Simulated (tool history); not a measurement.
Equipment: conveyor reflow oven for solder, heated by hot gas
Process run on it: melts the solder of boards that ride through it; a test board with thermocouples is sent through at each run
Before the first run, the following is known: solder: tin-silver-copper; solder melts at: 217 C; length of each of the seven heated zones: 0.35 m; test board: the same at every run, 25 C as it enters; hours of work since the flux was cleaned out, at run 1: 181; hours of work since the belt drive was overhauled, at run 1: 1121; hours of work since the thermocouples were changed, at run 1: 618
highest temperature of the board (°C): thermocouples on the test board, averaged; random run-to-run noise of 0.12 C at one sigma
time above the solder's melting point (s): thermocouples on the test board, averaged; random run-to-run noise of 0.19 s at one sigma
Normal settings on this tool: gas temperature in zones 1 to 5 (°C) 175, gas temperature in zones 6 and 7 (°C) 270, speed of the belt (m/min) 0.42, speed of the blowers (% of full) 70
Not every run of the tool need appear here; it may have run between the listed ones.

| run | hour | gas temperature in zones 1 to 5 (°C) | gas temperature in zones 6 and 7 (°C) | speed of the belt (m/min) | speed of the blowers (% of full) | hours of work since the flux was cleaned out | hours of work since the belt drive was overhauled | hours of work since the thermocouples were changed | highest temperature of the board (°C) | time above the solder's melting point (s) |
|---|---|---|---|---|---|---|---|---|---|---|
| 1 | 0 | 175 | 270 | 0.42 | 70 | 181 | 1121 | 618 | 254.8 | 78.1 |
| 2 | 22.7 | 175 | 270 | 0.42 | 70 | 195 | 1134 | 632 | 254.5 | 78.4 |
| 3 | 55.8 | 175 | 270 | 0.42 | 70 | 215 | 1154 | 652 | 254.5 | 78 |
| 4 | 97.3 | 175 | 270 | 0.42 | 70 | 240 | 1179 | 677 | 254.4 | 78.3 |
| 5 | 143.2 | 175 | 270 | 0.42 | 70 | 267 | 1207 | 704 | 254.4 | 78 |
|  | 158.7 | flux residue cleaned out of gas plates and filters |
| 6 | 172.5 | 175 | 270 | 0.42 | 70 | 8 | 1221 | 719 | 256 | 80 |
| 7 | 192 | 175 | 270 | 0.42 | 70 | 20 | 1233 | 730 | 256.1 | 80.1 |
| 8 | 227.7 | 175 | 270 | 0.42 | 70 | 41 | 1254 | 752 | 256.1 | 79.9 |
| 9 | 271.2 | 175 | 270 | 0.42 | 70 | 68 | 1281 | 778 | 256 | 79.7 |
| 10 | 303.4 | 175 | 270 | 0.42 | 70 | 87 | 1300 | 797 | 255.7 | 79.8 |
| 11 | 325.3 | 175 | 270 | 0.42 | 70 | 100 | 1313 | 810 | 255.7 | 79.9 |
| 12 | 370.2 | 170 | 270 | 0.42 | 70 | 127 | 1340 | 837 | 254.6 | 76.4 |
| 13 | 406.6 | 170 | 270 | 0.42 | 70 | 149 | 1362 | 859 | 254.8 | 76.7 |
| 14 | 445.5 | 170 | 261 | 0.42 | 70 | 172 | 1385 | 883 | 246.7 | 68.6 |
| 15 | 481.3 | 170 | 261 | 0.42 | 70 | 194 | 1407 | 904 | 246.9 | 68.5 |
| 16 | 511.4 | 170 | 261 | 0.42 | 70 | 212 | 1425 | 922 | 246.5 | 68.3 |
| 17 | 535.8 | 170 | 261 | 0.359 | 70 | 226 | 1439 | 937 | 251.5 | 88.5 |
|  | 578 | belt drive overhauled, speed set with a stopwatch |
| 18 | 579.2 | 170 | 261 | 0.359 | 70 | 250 | 1 | 960 | 250.6 | 84.9 |
|  | 607.9 | thermocouples of zones 6 and 7 changed |
| 19 | 615.3 | 176 | 261 | 0.359 | 70 | 270 | 21 | 4 | 248.7 | 86.5 |
|  | 623.8 | flux residue cleaned out of gas plates and filters |
| 20 | 649.2 | 164 | 282 | 0.496 | 50 | 15 | 39 | 22 | 243.1 | 46.2 |
| 21 | 672.8 | 182 | 260 | 0.373 | 61 | 29 | 53 | 36 | 246.9 | 83.4 |
| 22 | 692.6 | 182 | 260 | 0.373 | 61 | 41 | 65 | 48 | 246.8 | 83.2 |
| 23 | 711.5 | 182 | 260 | 0.373 | 61 | 53 | 76 | 59 | 247 | 83.3 |
| 24 | 738.6 | 175 | 270 | 0.42 | 70 | 69 | 92 | 75 | 253.4 | 76.1 |
| 25 | 777.8 | 160 | 270 | 0.488 | 77 | 92 | 116 | 99 | 246.9 | 53.4 |
| 26 | 822.8 | 181 | 274 | 0.441 | 70 | 119 | 143 | 126 | 256.2 | 77 |
| 27 | 848.2 | 181 | 274 | 0.441 | 70 | 135 | 158 | 141 | 256 | 77 |
| 28 | 880.2 | 184 | 274 | 0.441 | 70 | 154 | 177 | 160 | 256.6 | 78.6 |
| 29 | 922.4 | 184 | 274 | 0.441 | 70 | 179 | 202 | 186 | 256.6 | 79 |
| 30 | 969.2 | 173 | 270 | 0.42 | 70 | 207 | 231 | 214 | 252.8 | 73.9 |

For each entry between runs, how does the tool's hidden state at the last listed run before it compare with that at the first listed run after it?
Between runs 5 and 6: flux residue cleaned out of gas plates and filters (hour 158.7)
  heat that the gas passes to the board, % of a clean oven's: 92.8 -> 99.3; belt's true speed, % of the reading: 97.94 -> 97.91; true gas temperature in zones 6 and 7 over the reading, C: 2.59 -> 2.63
  measured less the result without the state, highest temperature of the board (°C): +1.1 -> +2.8; time above the solder's melting point (s): +2.2 -> +4.2
Between runs 17 and 18: belt drive overhauled, speed set with a stopwatch (hour 578)
  heat that the gas passes to the board, % of a clean oven's: 93.4 -> 92.8; belt's true speed, % of the reading: 97.52 -> 99.89; true gas temperature in zones 6 and 7 over the reading, C: 3.34 -> 3.42
  measured less the result without the state, highest temperature of the board (°C): +2.3 -> +1.6; time above the solder's melting point (s): +4.3 -> +1
Between runs 18 and 19: thermocouples of zones 6 and 7 changed (hour 607.9)
  heat that the gas passes to the board, % of a clean oven's: 92.8 -> 92.3; belt's true speed, % of the reading: 99.89 -> 99.85; true gas temperature in zones 6 and 7 over the reading, C: 3.42 -> 0.44
  measured less the result without the state, highest temperature of the board (°C): +1.6 -> -1; time above the solder's melting point (s): +1 -> -1.9
Between runs 19 and 20: flux residue cleaned out of gas plates and filters (hour 623.8)
  heat that the gas passes to the board, % of a clean oven's: 92.3 -> 99.3; belt's true speed, % of the reading: 99.85 -> 99.82; true gas temperature in zones 6 and 7 over the reading, C: 0.44 -> 0.5
  measured less the result without the state, highest temperature of the board (°C): -1 -> +0.3; time above the solder's melting point (s): -1.9 -> +0.4

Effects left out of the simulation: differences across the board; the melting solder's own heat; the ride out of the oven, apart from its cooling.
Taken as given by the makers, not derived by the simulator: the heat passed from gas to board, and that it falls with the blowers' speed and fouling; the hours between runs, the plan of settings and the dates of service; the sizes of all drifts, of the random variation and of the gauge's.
